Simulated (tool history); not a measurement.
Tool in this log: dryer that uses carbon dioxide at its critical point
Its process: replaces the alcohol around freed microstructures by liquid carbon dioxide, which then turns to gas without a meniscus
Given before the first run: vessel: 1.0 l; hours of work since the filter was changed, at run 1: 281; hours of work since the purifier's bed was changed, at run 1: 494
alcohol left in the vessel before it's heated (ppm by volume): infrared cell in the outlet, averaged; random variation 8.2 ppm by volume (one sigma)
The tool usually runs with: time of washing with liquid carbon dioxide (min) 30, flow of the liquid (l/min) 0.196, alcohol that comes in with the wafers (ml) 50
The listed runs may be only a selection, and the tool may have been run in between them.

| run | day | time of washing with liquid carbon dioxide (min) | flow of the liquid (l/min) | alcohol that comes in with the wafers (ml) | hours of work since the filter was changed | hours of work since the purifier's bed was changed | alcohol left in the vessel before it's heated (ppm by volume) |
|---|---|---|---|---|---|---|---|
| 1 | 0 | 30 | 0.196 | 50 | 281 | 494 | 816 |
| 2 | 0.825 | 30 | 0.196 | 50 | 291 | 504 | 838 |
| 3 | 1.433 | 30 | 0.196 | 50 | 299 | 512 | 841 |
| 4 | 2.267 | 30 | 0.196 | 50 | 309 | 523 | 865 |
|  | 2.925 | inlet filter changed |
| 5 | 3.567 | 30 | 0.196 | 50 | 8 | 538 | 544 |
| 6 | 4.4 | 30 | 0.196 | 50 | 19 | 549 | 573 |
| 7 | 5.638 | 30 | 0.179 | 50 | 34 | 564 | 821 |
| 8 | 6.658 | 30 | 0.179 | 50 | 47 | 577 | 843 |
| 9 | 7.479 | 30 | 0.179 | 50 | 57 | 587 | 857 |
| 10 | 8.262 | 30 | 0.179 | 50 | 67 | 597 | 905 |
| 11 | 9.138 | 30 | 0.179 | 50 | 78 | 608 | 893 |
| 12 | 10.158 | 30 | 0.196 | 50 | 91 | 621 | 648 |
| 13 | 11.421 | 30 | 0.196 | 50 | 107 | 637 | 657 |
| 14 | 12.017 | 30 | 0.183 | 50 | 114 | 645 | 871 |
| 15 | 13.158 | 46 | 0.196 | 50 | 129 | 659 | 181 |
| 16 | 13.704 | 46 | 0.196 | 50 | 135 | 666 | 193 |
| 17 | 14.212 | 46 | 0.196 | 50 | 142 | 672 | 179 |
| 18 | 15.433 | 33 | 0.196 | 53 | 157 | 687 | 541 |
| 19 | 16.604 | 21 | 0.196 | 72 | 172 | 702 | 3429 |
| 20 | 17.279 | 30 | 0.198 | 94 | 180 | 711 | 1262 |
| 21 | 17.858 | 45 | 0.196 | 31 | 188 | 718 | 182 |
| 22 | 18.421 | 26 | 0.268 | 43 | 195 | 725 | 360 |
| 23 | 19.258 | 46 | 0.319 | 21 | 205 | 736 | 147 |
| 24 | 19.942 | 46 | 0.319 | 21 | 214 | 744 | 128 |
| 25 | 21.012 | 26 | 0.25 | 61 | 227 | 758 | 631 |
| 26 | 21.704 | 35 | 0.122 | 84 | 236 | 766 | 4104 |
| 27 | 22.738 | 35 | 0.135 | 84 | 249 | 779 | 3065 |
| 28 | 23.642 | 30 | 0.196 | 22 | 260 | 791 | 462 |
| 29 | 24.354 | 30 | 0.192 | 45 | 269 | 800 | 861 |
| 30 | 25.204 | 23 | 0.147 | 55 | 280 | 810 | 5268 |
| 31 | 25.842 | 30 | 0.174 | 50 | 288 | 818 | 1365 |
| 32 | 26.504 | 30 | 0.174 | 50 | 296 | 827 | 1399 |
| 33 | 27.217 | 30 | 0.174 | 50 | 305 | 836 | 1447 |
|  | 28.138 | inlet filter changed |
| 34 | 28.438 | 30 | 0.174 | 50 | 4 | 850 | 928 |

Branching from run 34: 5 alternative next runs. What would each branch give?
| A | 29.217 | 44 | 0.233 | 36 | 14 | 860 | ? |
| B | 29.217 | 30 | 0.234 | 50 | 14 | 860 | ? |
| C | 29.217 | 38 | 0.292 | 33 | 14 | 860 | ? |
| D | 29.217 | 38 | 0.262 | 72 | 14 | 860 | ? |
| E | 29.217 | 30 | 0.196 | 32 | 14 | 860 | ? |

| run | alcohol left in the vessel before it's heated (ppm by volume) |
|---|---|
| A | 171 |
| B | 333 |
| C | 164 |
| D | 174 |
| E | 438 |
With the hidden condition removed and each run's random variation left untouched, the same runs would have given:
| run | alcohol left in the vessel before it's heated (ppm by volume) |
|---|---|
| A | 12 |
| B | 167 |
| C | 9 |
| D | 17 |
| E | 273 |

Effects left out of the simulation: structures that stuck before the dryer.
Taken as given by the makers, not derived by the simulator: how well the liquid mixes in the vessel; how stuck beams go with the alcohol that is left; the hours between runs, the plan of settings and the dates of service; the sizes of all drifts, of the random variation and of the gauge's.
